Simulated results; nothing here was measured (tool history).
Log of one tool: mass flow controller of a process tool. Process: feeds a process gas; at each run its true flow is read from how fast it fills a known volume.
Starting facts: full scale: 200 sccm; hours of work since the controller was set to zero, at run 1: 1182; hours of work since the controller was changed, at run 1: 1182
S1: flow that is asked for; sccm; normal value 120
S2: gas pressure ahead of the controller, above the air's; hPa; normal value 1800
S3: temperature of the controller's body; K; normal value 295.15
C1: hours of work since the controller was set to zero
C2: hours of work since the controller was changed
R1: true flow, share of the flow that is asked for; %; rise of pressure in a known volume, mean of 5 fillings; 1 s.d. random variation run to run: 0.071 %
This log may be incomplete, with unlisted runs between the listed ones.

run    hour   S1    S2      S3    C1    C2     R1
  1       0  120  1800  295.15  1182  1182  98.14
  2    47.8  120  1800  295.15  1216  1216  98.12
  3    84.9  120  1800  295.15  1242  1242  98.22
  4   168.3  120  1800  295.15  1302  1302  98.17
  5   243.3  120  1800  295.15  1355  1355  98.15
  6   319.1  120  1800  301.15  1410  1410  98.31
  7   382.2  120  1800  301.15  1455  1455   98.2
  8   460.4  120  1800  295.15  1510  1510  98.07
  9   511.8  120  1800  295.15  1547  1547  98.01
 10   575.5   41  1800  295.15  1593  1593  96.24
 11   610.7   41  1800  295.15  1618  1618  96.24
 12   651.5   41  1650  295.15  1647  1647  96.29
 13   699.7  120  2550  295.15  1681  1681   97.5
 14   745.4   84  1800  295.15  1714  1714   97.4
 15   788.2  120  1800  305.15  1745  1745  98.22
 16   859.6  120  1800  305.15  1796  1796  98.32
 17     932  120  1800  305.15  1847  1847  98.11
 18     976  120  1800  305.15  1879  1879  98.08
 19  1026.2   34  1800  305.15  1915  1915  95.94
 20  1076.1  120  1800  299.15  1950  1950  97.79
 21  1154.9  120  1800  294.15  2007  2007  97.59
 22  1203.6  120  1800  294.15  2041  2041  97.64
 23  1256.5  120  1800  312.15  2079  2079  98.33
 24  1291.4  120  1800  295.15  2104  2104  97.63
 25  1359.6  130  2330  295.15  2153  2153  97.47
 26  1410.2  130  2330  295.15  2189  2189  97.37
 27  1473.4  130  2330  295.15  2234  2234  97.36
 28  1535.4  130  2330  295.15  2279  2279  97.32
 29    1612   97  1580  295.15  2333  2333  97.09
 30  1655.7   97  1580  295.15  2364  2364  97.08
 31  1716.2   61  1950  294.15  2408  2408  95.98
 32  1752.8  169  1950  306.15  2434  2434  98.32
 33  1827.2  169  1950  306.15  2487  2487  98.33
 34  1896.6  154  2630  306.15  2537  2537  97.69
 35  1964.6  154  2630  306.15  2585  2585  97.68
 36  2032.9  154  2590  293.15  2634  2634  97.12
 37    2079  154  2590  293.15  2667  2667  97.23
 38    2142  104  1650  296.15  2712  2712  96.97
 39  2201.9  104  1650  296.15  2755  2755  97.01
 40  2267.4  179  1640  295.15  2802  2802  97.85
 41  2302.3   25  1720  298.15  2826  2826  92.83
 42  2348.3  175  2550  299.15  2859  2859  97.55
 43  2384.5  175  2550  299.15  2885  2885  97.47
 44  2461.5  175  2550  299.15  2940  2940   97.5
 45  2507.9  113  1480  294.15  2973  2973  96.89
 46  2554.6  120  1700  295.15  3007  3007  97.01
 47  2623.5   75  1810  299.15  3056  3056  96.09
 48  2706.6   54  1810  299.15  3115  3115  95.23

Consider 3 possible next runs. They are alternatives, not a sequence: every one starts from the tool as it was left by run 48. What does each give?
  A  2774.4  54  1480  297.15  3164  3164   ?
  B  2774.4  38  1800  295.15  3164  3164   ?
  C  2774.4  64  1800  295.15  3164  3164   ?

run     R1
  A  95.22
  B  93.91
  C  95.52
Without the tool's unlogged condition, the same runs would have read:
run     R1
  A  99.15
  B  98.84
  C  99.09
